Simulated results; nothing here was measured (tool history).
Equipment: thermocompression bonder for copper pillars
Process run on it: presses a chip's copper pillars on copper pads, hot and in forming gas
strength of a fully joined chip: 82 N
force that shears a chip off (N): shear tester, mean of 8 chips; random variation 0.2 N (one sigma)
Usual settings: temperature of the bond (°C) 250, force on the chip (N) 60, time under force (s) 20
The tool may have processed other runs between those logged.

run	hour	temperature of the bond (°C)	force on the chip (N)	time under force (s)	force that shears a chip off (N)
1	0	250	60	20	51.2
2	6.5	250	60	20	51.2
3	16.8	250	60	20	51.1
4	24	249	60	20	50.9
5	33.1	249	60	20	50.7
6	40.4	249	60	20	50.4
7	50.3	249	60	20	50.5
8	58.4	250	64	20	52
9	66.9	250	43	20	44.9
10	76.8	262	60	20	55.3
11	86.2	262	60	20	55
12	91.4	262	60	20	55
13	101.8	250	60	38	59.4
# hour 105.3: forming gas filter changed
14	108.2	250	60	20	53
# hour 110.3: force cell calibrated
15	118.5	250	60	20	52.9
16	129.1	250	60	20	53.1
17	136.8	227	60	20	43.5
18	143.7	227	60	20	43.5
19	151.2	227	60	11	35.3
20	161.6	227	60	11	35
21	168.1	241	38	13	35.1
# hour 179.6: force cell calibrated, once more
22	180.2	233	85	13	45.8
23	190.4	233	85	13	46.1
24	199.4	240	51	19	45.2
25	207.6	259	51	42	64.2
26	216.5	271	52	21	58.7
27	221.5	271	52	21	58.4
28	232	271	55	24	61.5
29	240.9	253	44	11	40
30	250.4	250	60	53	66
31	260.1	261	53	20	54.8
32	270	271	60	20	60.5
33	277	269	60	25	62.5
34	284.8	241	74	15	48.8
35	295.9	250	37	33	51.1
36	305.9	225	37	28	38.7
37	316.2	225	37	30	39.4
38	321.8	225	37	30	39.6
39	329.7	225	37	30	39.9
40	334.7	269	60	22	60.8

3 options for the next run, each taken on its own from the tool as it stands now. Forecast them:
A	340.6	248	70	18	?
B	340.6	256	60	20	?
C	340.6	259	57	25	?

run	force that shears a chip off (N)
A	52.8
B	54.2
C	58.3
Take away the tool's hidden state, keep each run's random variation, and the runs would have read:
run	force that shears a chip off (N)
A	52.8
B	54.3
C	58.6
